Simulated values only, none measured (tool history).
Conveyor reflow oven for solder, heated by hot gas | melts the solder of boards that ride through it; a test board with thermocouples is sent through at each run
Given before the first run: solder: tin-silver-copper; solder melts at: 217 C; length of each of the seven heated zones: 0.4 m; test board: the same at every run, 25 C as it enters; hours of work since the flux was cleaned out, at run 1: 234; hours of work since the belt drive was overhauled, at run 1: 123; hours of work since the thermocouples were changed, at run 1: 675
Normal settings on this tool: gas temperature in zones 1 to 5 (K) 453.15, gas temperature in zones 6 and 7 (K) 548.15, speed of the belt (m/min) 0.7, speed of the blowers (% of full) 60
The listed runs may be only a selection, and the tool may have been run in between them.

run   hour  gas temperature in zones 1 to 5 (K)  gas temperature in zones 6 and 7 (K)  speed of the belt (m/min)  speed of the blowers (% of full)  hours of work since the flux was cleaned out  hours of work since the belt drive was overhauled  hours of work since the thermocouples were changed  highest temperature of the board (K)  time above the solder's melting point (s)
  1      0                               453.15                                548.15                        0.7                                60                                           234                                                123                                                 675                                   531                                       55.8
  2    9.6                               453.15                                548.15                        0.7                                60                                           240                                                128                                                 680                                530.81                                       55.8
  3   21.8                               453.15                                548.15                        0.7                                60                                           246                                                135                                                 687                                530.83                                       55.7
  4   34.2                               443.15                                548.15                        0.7                                60                                           253                                                141                                                 693                                528.78                                       51.4
  5   46.7                               453.15                                548.15                      0.697                                60                                           260                                                148                                                 700                                530.94                                         56
      56.6  -- flux residue cleaned out of gas plates and filters
  6   59.3                               462.15                                548.15                        0.7                                60                                             1                                                152                                                 704                                534.15                                       61.1
  7     70                               462.15                                548.15                        0.7                                60                                             7                                                158                                                 710                                534.34                                       61.1
  8   76.3                               462.15                                548.15                        0.7                                59                                            11                                                161                                                 713                                533.96                                       60.8
  9   85.8                               462.15                                548.15                        0.7                                59                                            16                                                166                                                 719                                533.89                                       60.9
 10   96.8                               462.15                                548.15                        0.7                                59                                            22                                                172                                                 724                                533.88                                         61
 11  102.8                               462.15                                548.15                        0.7                                59                                            25                                                176                                                 728                                533.96                                       61.2
 12  108.5                               462.15                                548.15                        0.7                                59                                            28                                                179                                                 731                                533.83                                         61
 13  119.4                               462.15                                548.15                        0.7                                59                                            34                                                185                                                 737                                533.87                                       60.8
 14  131.9                               462.15                                548.15                        0.7                                59                                            41                                                191                                                 743                                533.66                                       61.2
 15  139.5                               462.15                                548.15                        0.7                                59                                            45                                                196                                                 748                                533.73                                       60.8
 16  148.7                               448.15                                548.15                      0.733                                51                                            50                                                201                                                 753                                526.69                                       49.1
 17  155.2                               449.15                                548.15                       0.78                                60                                            53                                                204                                                 756                                527.65                                       46.8
 18  164.2                               449.15                                548.15                       0.78                                60                                            58                                                209                                                 761                                527.65                                       46.7
 19  174.3                               453.15                                548.15                      0.732                                75                                            64                                                214                                                 766                                534.57                                         56
 20  184.3                               461.15                                546.15                        0.7                                60                                            69                                                220                                                 772                                532.15                                       59.7
 21  196.6                               449.15                                536.15                        0.7                                60                                            76                                                226                                                 779                                521.46                                       48.8
 22  210.4                               444.15                                554.15                        0.7                                60                                            83                                                234                                                 786                                 535.7                                       55.9
 23  218.5                               453.15                                541.15                      0.691                                78                                            88                                                238                                                 790                                530.59                                       57.4
 24  228.6                               453.15                                541.15                      0.691                                78                                            93                                                244                                                 796                                530.59                                       57.5
 25  238.9                               453.15                                541.15                      0.691                                78                                            99                                                249                                                 801                                530.57                                       57.6
 26  248.5                               453.15                                545.15                      0.657                                71                                           104                                                255                                                 807                                534.03                                       62.6
 27  255.3                               460.15                                545.15                      0.572                                87                                           108                                                258                                                 810                                540.31                                       78.1
 28  263.7                               453.15                                545.15                      0.731                                55                                           112                                                263                                                 815                                526.71                                       50.9
 29  274.2                               453.15                                545.15                      0.731                                55                                           118                                                268                                                 821                                526.57                                       50.6
 30    285                               453.15                                545.15                      0.731                                55                                           124                                                274                                                 826                                526.57                                       50.7

Below are 4 alternative next runs, each starting from the tool's condition after run 30. Predict each:
  A  295.8                               453.15                                545.15                      0.642                                55                                           130                                                280                                                 832                                     ?                                          ?
  B  295.8                               453.15                                548.15                      0.822                                70                                           130                                                280                                                 832                                     ?                                          ?
  C  295.8                               453.15                                542.15                      0.633                                62                                           130                                                280                                                 832                                     ?                                          ?
  D  295.8                               453.15                                554.15                      0.592                                54                                           130                                                280                                                 832                                     ?                                          ?

run  highest temperature of the board (K)  time above the solder's melting point (s)
  A                                531.09                                       61.9
  B                                528.97                                       46.6
  C                                530.56                                       62.8
  D                                541.09                                       72.9
Without the tool's hidden state the same runs would have given:
run  highest temperature of the board (K)  time above the solder's melting point (s)
  A                                529.81                                         61
  B                                528.11                                       46.1
  C                                529.25                                         62
  D                                539.73                                       71.9
